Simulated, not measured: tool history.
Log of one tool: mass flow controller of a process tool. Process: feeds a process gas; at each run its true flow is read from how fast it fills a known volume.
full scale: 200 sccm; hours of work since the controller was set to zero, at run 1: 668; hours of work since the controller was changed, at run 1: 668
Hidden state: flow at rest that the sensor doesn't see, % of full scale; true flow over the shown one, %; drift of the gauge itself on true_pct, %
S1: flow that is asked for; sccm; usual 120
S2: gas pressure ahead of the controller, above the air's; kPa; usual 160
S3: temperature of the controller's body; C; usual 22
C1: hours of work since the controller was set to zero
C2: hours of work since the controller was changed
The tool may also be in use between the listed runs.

{"run": 1, "hour": 0.0, "S1": 120, "S2": 160, "S3": 22, "C1": 668, "C2": 668, "true flow (%)": 99.11}
{"run": 2, "hour": 70.1, "S1": 43, "S2": 160, "S3": 22, "C1": 712, "C2": 712, "true flow (%)": 98.12}
{"run": 3, "hour": 163.6, "S1": 43, "S2": 160, "S3": 22, "C1": 769, "C2": 769, "true flow (%)": 98.23}
{"run": 4, "hour": 250.9, "S1": 120, "S2": 160, "S3": 22, "C1": 823, "C2": 823, "true flow (%)": 99.12}
{"run": 5, "hour": 335.9, "S1": 120, "S2": 160, "S3": 22, "C1": 876, "C2": 876, "true flow (%)": 99.07}
{"run": 6, "hour": 406.2, "S1": 120, "S2": 160, "S3": 22, "C1": 920, "C2": 920, "true flow (%)": 98.97}
{"run": 7, "hour": 448.7, "S1": 30, "S2": 160, "S3": 22, "C1": 946, "C2": 946, "true flow (%)": 97.92}
{"run": 8, "hour": 517.4, "S1": 30, "S2": 160, "S3": 22, "C1": 988, "C2": 988, "true flow (%)": 97.86}
{"run": 9, "hour": 576.6, "S1": 30, "S2": 160, "S3": 22, "C1": 1025, "C2": 1025, "true flow (%)": 98.07}
{"run": 10, "hour": 670.4, "S1": 30, "S2": 160, "S3": 22, "C1": 1083, "C2": 1083, "true flow (%)": 97.86}
{"run": 11, "hour": 713.4, "S1": 150, "S2": 153, "S3": 22, "C1": 1110, "C2": 1110, "true flow (%)": 99.35}
{"run": 12, "hour": 783.6, "S1": 36, "S2": 147, "S3": 24, "C1": 1153, "C2": 1153, "true flow (%)": 98.24}
{"run": 13, "hour": 842.0, "S1": 36, "S2": 147, "S3": 24, "C1": 1189, "C2": 1189, "true flow (%)": 98.21}
{"run": 14, "hour": 925.3, "S1": 36, "S2": 147, "S3": 24, "C1": 1241, "C2": 1241, "true flow (%)": 98.16}
{"run": 15, "hour": 1018.1, "S1": 162, "S2": 157, "S3": 22, "C1": 1298, "C2": 1298, "true flow (%)": 99.62}
{"run": 16, "hour": 1060.6, "S1": 120, "S2": 156, "S3": 22, "C1": 1325, "C2": 1325, "true flow (%)": 99.12}
{"run": 17, "hour": 1127.1, "S1": 120, "S2": 156, "S3": 22, "C1": 1366, "C2": 1366, "true flow (%)": 99.08}
{"run": 18, "hour": 1186.3, "S1": 120, "S2": 257, "S3": 25, "C1": 1403, "C2": 1403, "true flow (%)": 98.71}
{"run": 19, "hour": 1225.0, "S1": 38, "S2": 257, "S3": 27, "C1": 1426, "C2": 1426, "true flow (%)": 97.9}
{"run": 20, "hour": 1266.6, "S1": 38, "S2": 249, "S3": 27, "C1": 1452, "C2": 1452, "true flow (%)": 97.96}

4 ways to go on from here, each from the tool as it stands after run 20. What would each give?
{"run": "A", "hour": 1359.7, "S1": 141, "S2": 249, "S3": 27, "C1": 1510, "C2": 1510, "true flow (%)": "?"}
{"run": "B", "hour": 1359.7, "S1": 23, "S2": 268, "S3": 33, "C1": 1510, "C2": 1510, "true flow (%)": "?"}
{"run": "C", "hour": 1359.7, "S1": 27, "S2": 150, "S3": 21, "C1": 1510, "C2": 1510, "true flow (%)": "?"}
{"run": "D", "hour": 1359.7, "S1": 20, "S2": 234, "S3": 27, "C1": 1510, "C2": 1510, "true flow (%)": "?"}

run=A true_flow_(%)=98.99
run=B true_flow_(%)=97.83
run=C true_flow_(%)=97.95
run=D true_flow_(%)=97.89
Without the tool's hidden state the same runs would have given:
run=A true_flow_(%)=99.00
run=B true_flow_(%)=97.84
run=C true_flow_(%)=97.96
run=D true_flow_(%)=97.90
